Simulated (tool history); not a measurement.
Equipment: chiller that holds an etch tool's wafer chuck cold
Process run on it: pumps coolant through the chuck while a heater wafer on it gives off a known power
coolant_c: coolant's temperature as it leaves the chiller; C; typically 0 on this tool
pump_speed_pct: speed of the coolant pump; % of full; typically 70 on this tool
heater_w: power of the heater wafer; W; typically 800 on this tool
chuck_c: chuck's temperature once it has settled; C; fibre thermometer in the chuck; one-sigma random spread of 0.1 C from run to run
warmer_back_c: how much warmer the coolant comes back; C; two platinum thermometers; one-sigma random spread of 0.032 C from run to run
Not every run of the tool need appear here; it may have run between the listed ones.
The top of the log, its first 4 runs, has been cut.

{"hour": 275.3, "done": "chiller's thermometer calibrated"}
{"run": 5, "hour": 310.1, "coolant_c": -7, "pump_speed_pct": 70, "heater_w": 800, "chuck_c": 5.4, "warmer_back_c": 4.12}
{"run": 6, "hour": 356.5, "coolant_c": -7, "pump_speed_pct": 70, "heater_w": 800, "chuck_c": 5.3, "warmer_back_c": 4.06}
{"run": 7, "hour": 434.5, "coolant_c": -7, "pump_speed_pct": 70, "heater_w": 800, "chuck_c": 5.6, "warmer_back_c": 4.16}
{"run": 8, "hour": 540.7, "coolant_c": -7, "pump_speed_pct": 70, "heater_w": 800, "chuck_c": 5.4, "warmer_back_c": 4.12}
{"run": 9, "hour": 627.9, "coolant_c": -7, "pump_speed_pct": 70, "heater_w": 800, "chuck_c": 5.5, "warmer_back_c": 4.1}
{"run": 10, "hour": 726.8, "coolant_c": -2, "pump_speed_pct": 70, "heater_w": 800, "chuck_c": 10.5, "warmer_back_c": 4.1}
{"run": 11, "hour": 794.2, "coolant_c": -2, "pump_speed_pct": 70, "heater_w": 800, "chuck_c": 10.6, "warmer_back_c": 4.12}
{"run": 12, "hour": 886.8, "coolant_c": -2, "pump_speed_pct": 70, "heater_w": 800, "chuck_c": 10.7, "warmer_back_c": 4.2}
{"run": 13, "hour": 934.8, "coolant_c": 0, "pump_speed_pct": 70, "heater_w": 800, "chuck_c": 12.6, "warmer_back_c": 4.09}
{"run": 14, "hour": 1037.3, "coolant_c": 0, "pump_speed_pct": 70, "heater_w": 800, "chuck_c": 12.8, "warmer_back_c": 4.12}
{"run": 15, "hour": 1138.2, "coolant_c": 0, "pump_speed_pct": 76, "heater_w": 800, "chuck_c": 11.8, "warmer_back_c": 3.84}
{"run": 16, "hour": 1185.1, "coolant_c": 0, "pump_speed_pct": 70, "heater_w": 435, "chuck_c": 6.8, "warmer_back_c": 2.29}
{"run": 17, "hour": 1243.9, "coolant_c": 0, "pump_speed_pct": 70, "heater_w": 435, "chuck_c": 7.1, "warmer_back_c": 2.27}
{"run": 18, "hour": 1327.4, "coolant_c": 0, "pump_speed_pct": 70, "heater_w": 435, "chuck_c": 6.8, "warmer_back_c": 2.28}
{"run": 19, "hour": 1412.3, "coolant_c": 0, "pump_speed_pct": 84, "heater_w": 800, "chuck_c": 11.1, "warmer_back_c": 3.5}
{"run": 20, "hour": 1483.3, "coolant_c": 4, "pump_speed_pct": 84, "heater_w": 480, "chuck_c": 10.7, "warmer_back_c": 2.05}
{"run": 21, "hour": 1549.1, "coolant_c": 4, "pump_speed_pct": 84, "heater_w": 480, "chuck_c": 10.9, "warmer_back_c": 2.16}
{"run": 22, "hour": 1602.7, "coolant_c": 0, "pump_speed_pct": 70, "heater_w": 1089, "chuck_c": 17.6, "warmer_back_c": 5.68}
{"run": 23, "hour": 1693.9, "coolant_c": -7, "pump_speed_pct": 70, "heater_w": 800, "chuck_c": 6.1, "warmer_back_c": 4.15}
{"run": 24, "hour": 1783.3, "coolant_c": -3, "pump_speed_pct": 70, "heater_w": 800, "chuck_c": 9.7, "warmer_back_c": 4.22}

Predict the results of run 25:
{"run": 25, "hour": 1884.2, "coolant_c": 6, "pump_speed_pct": 72, "heater_w": 598, "chuck_c": "?", "warmer_back_c": "?"}

chuck_c: 15.5 C
warmer_back_c: 3.05 C
Minus the tool's unlogged condition, the same run would have read chuck_c 14.5 C, warmer_back_c 2.84 C.
